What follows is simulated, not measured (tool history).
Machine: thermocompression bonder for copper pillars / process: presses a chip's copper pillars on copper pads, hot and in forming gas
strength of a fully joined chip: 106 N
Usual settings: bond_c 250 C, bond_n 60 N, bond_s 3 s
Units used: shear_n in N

{"run": 1, "hour": 0.0, "bond_c": 250, "bond_n": 60, "bond_s": 3, "shear_n": 44.5}
{"run": 2, "hour": 38.2, "bond_c": 250, "bond_n": 60, "bond_s": 3, "shear_n": 43.3}
{"run": 3, "hour": 70.9, "bond_c": 231, "bond_n": 60, "bond_s": 3, "shear_n": 34.5}
{"run": 4, "hour": 98.7, "bond_c": 231, "bond_n": 60, "bond_s": 3, "shear_n": 34.7}
{"run": 5, "hour": 123.1, "bond_c": 231, "bond_n": 60, "bond_s": 3, "shear_n": 34.0}
{"run": 6, "hour": 160.9, "bond_c": 231, "bond_n": 60, "bond_s": 3, "shear_n": 32.7}
{"hour": 181.7, "done": "forming gas filter changed"}
{"run": 7, "hour": 202.8, "bond_c": 231, "bond_n": 60, "bond_s": 3, "shear_n": 35.6}
{"run": 8, "hour": 219.8, "bond_c": 231, "bond_n": 60, "bond_s": 3, "shear_n": 36.2}
{"run": 9, "hour": 245.6, "bond_c": 231, "bond_n": 60, "bond_s": 3, "shear_n": 35.5}
{"run": 10, "hour": 287.2, "bond_c": 231, "bond_n": 60, "bond_s": 3, "shear_n": 34.5}
{"run": 11, "hour": 324.7, "bond_c": 231, "bond_n": 60, "bond_s": 3, "shear_n": 33.4}
{"run": 12, "hour": 354.1, "bond_c": 250, "bond_n": 60, "bond_s": 3, "shear_n": 41.1}
{"hour": 373.1, "done": "forming gas filter changed"}
{"run": 13, "hour": 395.8, "bond_c": 250, "bond_n": 60, "bond_s": 3, "shear_n": 43.9}
{"run": 14, "hour": 412.9, "bond_c": 250, "bond_n": 60, "bond_s": 2, "shear_n": 37.7}
{"run": 15, "hour": 444.0, "bond_c": 250, "bond_n": 60, "bond_s": 2, "shear_n": 36.7}
{"run": 16, "hour": 484.5, "bond_c": 250, "bond_n": 67, "bond_s": 3, "shear_n": 45.4}
{"hour": 517.2, "done": "force cell calibrated"}
{"run": 17, "hour": 520.6, "bond_c": 229, "bond_n": 60, "bond_s": 3, "shear_n": 34.4}
{"run": 18, "hour": 549.7, "bond_c": 250, "bond_n": 60, "bond_s": 3, "shear_n": 42.7}
{"hour": 566.8, "done": "forming gas filter changed"}
{"run": 19, "hour": 590.5, "bond_c": 250, "bond_n": 60, "bond_s": 3, "shear_n": 44.7}
{"run": 20, "hour": 620.5, "bond_c": 250, "bond_n": 60, "bond_s": 3, "shear_n": 45.3}
{"run": 21, "hour": 637.6, "bond_c": 263, "bond_n": 60, "bond_s": 7, "shear_n": 67.0}
{"run": 22, "hour": 664.6, "bond_c": 274, "bond_n": 78, "bond_s": 6, "shear_n": 74.4}
{"run": 23, "hour": 706.8, "bond_c": 227, "bond_n": 48, "bond_s": 2, "shear_n": 25.5}
{"run": 24, "hour": 725.4, "bond_c": 235, "bond_n": 51, "bond_s": 4, "shear_n": 38.3}
{"hour": 758.2, "done": "forming gas filter changed"}
{"run": 25, "hour": 763.9, "bond_c": 235, "bond_n": 51, "bond_s": 4, "shear_n": 40.1}
{"run": 26, "hour": 802.0, "bond_c": 238, "bond_n": 41, "bond_s": 8, "shear_n": 47.1}
{"run": 27, "hour": 835.5, "bond_c": 270, "bond_n": 60, "bond_s": 3, "shear_n": 54.3}
{"run": 28, "hour": 852.8, "bond_c": 233, "bond_n": 60, "bond_s": 3, "shear_n": 37.5}
{"run": 29, "hour": 870.0, "bond_c": 233, "bond_n": 60, "bond_s": 2, "shear_n": 31.1}
{"run": 30, "hour": 900.4, "bond_c": 233, "bond_n": 60, "bond_s": 2, "shear_n": 31.0}
{"run": 31, "hour": 940.3, "bond_c": 262, "bond_n": 60, "bond_s": 7, "shear_n": 63.1}
{"hour": 949.3, "done": "forming gas filter changed"}
{"run": 32, "hour": 980.7, "bond_c": 279, "bond_n": 60, "bond_s": 7, "shear_n": 73.8}
{"run": 33, "hour": 1003.2, "bond_c": 250, "bond_n": 60, "bond_s": 5, "shear_n": 55.0}
{"run": 34, "hour": 1023.3, "bond_c": 250, "bond_n": 60, "bond_s": 5, "shear_n": 54.4}
{"run": 35, "hour": 1065.2, "bond_c": 250, "bond_n": 60, "bond_s": 5, "shear_n": 52.4}
{"run": 36, "hour": 1103.6, "bond_c": 250, "bond_n": 60, "bond_s": 5, "shear_n": 52.6}
{"run": 37, "hour": 1134.5, "bond_c": 268, "bond_n": 60, "bond_s": 4, "shear_n": 55.5}
{"hour": 1141.2, "done": "forming gas filter changed"}
{"run": 38, "hour": 1160.9, "bond_c": 268, "bond_n": 60, "bond_s": 4, "shear_n": 59.1}
{"run": 39, "hour": 1193.2, "bond_c": 250, "bond_n": 78, "bond_s": 2, "shear_n": 47.0}

What if the next run were any one of these 4? Each begins from the tool's condition after run 39:
{"run": "A", "hour": 1217.9, "bond_c": 271, "bond_n": 55, "bond_s": 6, "shear_n": "?"}
{"run": "B", "hour": 1217.9, "bond_c": 229, "bond_n": 51, "bond_s": 2, "shear_n": "?"}
{"run": "C", "hour": 1217.9, "bond_c": 225, "bond_n": 47, "bond_s": 4, "shear_n": "?"}
{"run": "D", "hour": 1217.9, "bond_c": 250, "bond_n": 60, "bond_s": 4, "shear_n": "?"}

run=A shear_n=64.3
run=B shear_n=27.5
run=C shear_n=33.4
run=D shear_n=49.3
Stripped of hidden state, with their random variation kept, the same runs would have yielded:
run=A shear_n=62.9
run=B shear_n=25.7
run=C shear_n=31.4
run=D shear_n=47.3
